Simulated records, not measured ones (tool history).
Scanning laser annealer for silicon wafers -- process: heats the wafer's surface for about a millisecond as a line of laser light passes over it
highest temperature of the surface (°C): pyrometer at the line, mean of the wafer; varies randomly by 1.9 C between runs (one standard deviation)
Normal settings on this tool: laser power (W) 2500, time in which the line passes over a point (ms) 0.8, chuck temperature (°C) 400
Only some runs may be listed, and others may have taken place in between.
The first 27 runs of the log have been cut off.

| run | hour | laser power (W) | time in which the line passes over a point (ms) | chuck temperature (°C) | hours of work since the window was cleaned | hours of work since the power meter was calibrated | hours of work since the optics were aligned | highest temperature of the surface (°C) |
|---|---|---|---|---|---|---|---|---|
| 28 | 463 | 2500 | 0.571 | 427 | 634 | 646 | 239 | 1087 |
| 29 | 477.2 | 2510 | 0.649 | 368 | 642 | 653 | 247 | 1072 |
| 30 | 495.3 | 2510 | 0.571 | 368 | 651 | 663 | 256 | 1033 |
| 31 | 510.3 | 2452 | 0.855 | 410 | 659 | 671 | 264 | 1182 |
| 32 | 529.5 | 2748 | 0.855 | 392 | 669 | 681 | 274 | 1288 |
| 33 | 544.6 | 2147 | 0.625 | 433 | 676 | 688 | 281 | 995 |
| 34 | 563.6 | 2147 | 0.625 | 433 | 686 | 698 | 291 | 994 |
| 35 | 578.2 | 2293 | 0.707 | 433 | 694 | 706 | 299 | 1080 |

4 ways to go on from here, each from the tool as it stands after run 35. What would each give?
|  | 583 | window over the wafer cleaned |
| A | 600.9 | 2304 | 0.608 | 433 | 9 | 716 | 309 | ? |
|  | 583 | window over the wafer cleaned |
| B | 600.9 | 2183 | 0.804 | 423 | 9 | 716 | 309 | ? |
|  | 583 | window over the wafer cleaned |
| C | 600.9 | 2222 | 0.602 | 432 | 9 | 716 | 309 | ? |
|  | 583 | window over the wafer cleaned |
| D | 600.9 | 2576 | 0.707 | 407 | 9 | 716 | 309 | ? |

| run | highest temperature of the surface (°C) |
|---|---|
| A | 1046 |
| B | 1065 |
| C | 1008 |
| D | 1160 |
What these runs would have given with no unlogged condition in the tool:
| run | highest temperature of the surface (°C) |
|---|---|
| A | 1046 |
| B | 1065 |
| C | 1009 |
| D | 1160 |

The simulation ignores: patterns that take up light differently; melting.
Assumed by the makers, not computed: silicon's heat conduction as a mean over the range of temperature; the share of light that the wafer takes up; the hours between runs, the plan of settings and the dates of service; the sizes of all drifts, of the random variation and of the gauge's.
